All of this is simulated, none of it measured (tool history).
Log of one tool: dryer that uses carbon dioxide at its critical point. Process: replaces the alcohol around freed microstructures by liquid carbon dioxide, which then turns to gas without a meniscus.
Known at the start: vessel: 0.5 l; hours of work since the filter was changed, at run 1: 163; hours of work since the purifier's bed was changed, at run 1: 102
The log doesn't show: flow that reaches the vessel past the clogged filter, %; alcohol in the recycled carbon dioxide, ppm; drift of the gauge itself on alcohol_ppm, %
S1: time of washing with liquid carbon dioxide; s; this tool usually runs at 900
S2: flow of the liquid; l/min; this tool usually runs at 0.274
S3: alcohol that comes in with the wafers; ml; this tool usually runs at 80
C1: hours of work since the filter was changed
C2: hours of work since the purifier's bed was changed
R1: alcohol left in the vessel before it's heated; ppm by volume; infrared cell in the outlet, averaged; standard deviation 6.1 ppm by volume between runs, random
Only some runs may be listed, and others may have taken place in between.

run 1 day=0 | S1=900 S2=0.274 S3=80 | C1=163 C2=102 | R1=383
run 2 day=0.167 | S1=900 S2=0.274 S3=80 | C1=166 C2=105 | R1=379
run 3 day=0.479 | S1=900 S2=0.274 S3=80 | C1=171 C2=110 | R1=395
run 4 day=0.792 | S1=900 S2=0.274 S3=80 | C1=176 C2=116 | R1=390
run 5 day=0.988 | S1=900 S2=0.274 S3=80 | C1=180 C2=119 | R1=384
run 6 day=1.267 | S1=900 S2=0.274 S3=80 | C1=184 C2=124 | R1=416
run 7 day=1.438 | S1=900 S2=0.274 S3=80 | C1=187 C2=127 | R1=415
run 8 day=1.65 | S1=900 S2=0.222 S3=80 | C1=191 C2=130 | R1=1168
run 9 day=1.971 | S1=900 S2=0.222 S3=80 | C1=196 C2=136 | R1=1167
run 10 day=2.258 | S1=900 S2=0.222 S3=80 | C1=201 C2=140 | R1=1192
run 11 day=2.488 | S1=900 S2=0.222 S3=80 | C1=205 C2=144 | R1=1237
run 12 day=2.846 | S1=720 S2=0.222 S3=80 | C1=211 C2=150 | R1=3205
run 13 day=3.125 | S1=900 S2=0.274 S3=80 | C1=216 C2=155 | R1=437
run 14 day=3.35 | S1=900 S2=0.274 S3=98 | C1=219 C2=159 | R1=526
run 15 day=3.546 | S1=960 S2=0.274 S3=80 | C1=223 C2=162 | R1=311
run 16 day=3.725 | S1=960 S2=0.345 S3=80 | C1=226 C2=165 | R1=117
run 17 day=3.896 | S1=960 S2=0.345 S3=80 | C1=229 C2=168 | R1=111
run 18 day=4.279 | S1=900 S2=0.274 S3=85 | C1=235 C2=175 | R1=478
run 19 day=4.471 | S1=900 S2=0.274 S3=80 | C1=238 C2=178 | R1=460
run 20 day=4.696 | S1=900 S2=0.231 S3=80 | C1=242 C2=182 | R1=1086
run 21 day=5.021 | S1=900 S2=0.231 S3=47 | C1=248 C2=187 | R1=674
run 22 day=5.296 | S1=900 S2=0.231 S3=47 | C1=252 C2=192 | R1=679
run 23 day=5.638 | S1=780 S2=0.274 S3=80 | C1=258 C2=198 | R1=1001
run 24 day=5.996 | S1=780 S2=0.274 S3=80 | C1=264 C2=204 | R1=1002
run 25 day=6.312 | S1=720 S2=0.22 S3=80 | C1=269 C2=209 | R1=3622
run 26 day=6.5 | S1=720 S2=0.22 S3=80 | C1=273 C2=212 | R1=3637
run 27 day=6.812 | S1=720 S2=0.22 S3=80 | C1=278 C2=217 | R1=3688
run 28 day=6.975 | S1=720 S2=0.189 S3=78 | C1=281 C2=220 | R1=6048
-- day=7.108 inlet filter changed
run 29 day=7.4 | S1=720 S2=0.189 S3=78 | C1=5 C2=227 | R1=4250
run 30 day=7.796 | S1=780 S2=0.324 S3=94 | C1=12 C2=233 | R1=324
run 31 day=8.067 | S1=780 S2=0.324 S3=94 | C1=16 C2=238 | R1=334
run 32 day=8.388 | S1=720 S2=0.274 S3=65 | C1=22 C2=243 | R1=802
run 33 day=8.583 | S1=720 S2=0.223 S3=68 | C1=25 C2=247 | R1=2051
run 34 day=8.9 | S1=720 S2=0.223 S3=68 | C1=30 C2=252 | R1=2061
run 35 day=9.162 | S1=720 S2=0.46 S3=68 | C1=35 C2=256 | R1=103
run 36 day=9.558 | S1=720 S2=0.308 S3=79 | C1=41 C2=263 | R1=571
run 37 day=9.812 | S1=840 S2=0.21 S3=79 | C1=46 C2=267 | R1=1608
run 38 day=10.108 | S1=900 S2=0.369 S3=22 | C1=51 C2=272 | R1=111
run 39 day=10.388 | S1=720 S2=0.175 S3=30 | C1=55 C2=277 | R1=2267
run 40 day=10.717 | S1=900 S2=0.202 S3=39 | C1=61 C2=283 | R1=798
run 41 day=11.038 | S1=1320 S2=0.274 S3=25 | C1=66 C2=288 | R1=111
run 42 day=11.329 | S1=780 S2=0.19 S3=23 | C1=71 C2=293 | R1=1079
run 43 day=11.617 | S1=660 S2=0.252 S3=80 | C1=76 C2=298 | R1=2273
run 44 day=11.912 | S1=660 S2=0.252 S3=80 | C1=81 C2=303 | R1=2233
run 45 day=12.125 | S1=660 S2=0.252 S3=80 | C1=85 C2=306 | R1=2280
run 46 day=12.362 | S1=660 S2=0.291 S3=27 | C1=89 C2=310 | R1=516

Below are 4 alternative next runs, each starting from the tool's condition after run 46. Predict each:
run A day=12.612 | S1=540 S2=0.208 S3=25 | C1=93 C2=314 | R1=?
run B day=12.612 | S1=1020 S2=0.195 S3=67 | C1=93 C2=314 | R1=?
run C day=12.612 | S1=900 S2=0.25 S3=80 | C1=93 C2=314 | R1=?
run D day=12.612 | S1=540 S2=0.222 S3=46 | C1=93 C2=314 | R1=?

run=A R1=2890
run=B R1=917
run=C R1=600
run=D R1=4420
Without the tool's unlogged condition, the same runs would have read:
run=A R1=2486
run=B R1=665
run=C R1=398
run=D R1=3823
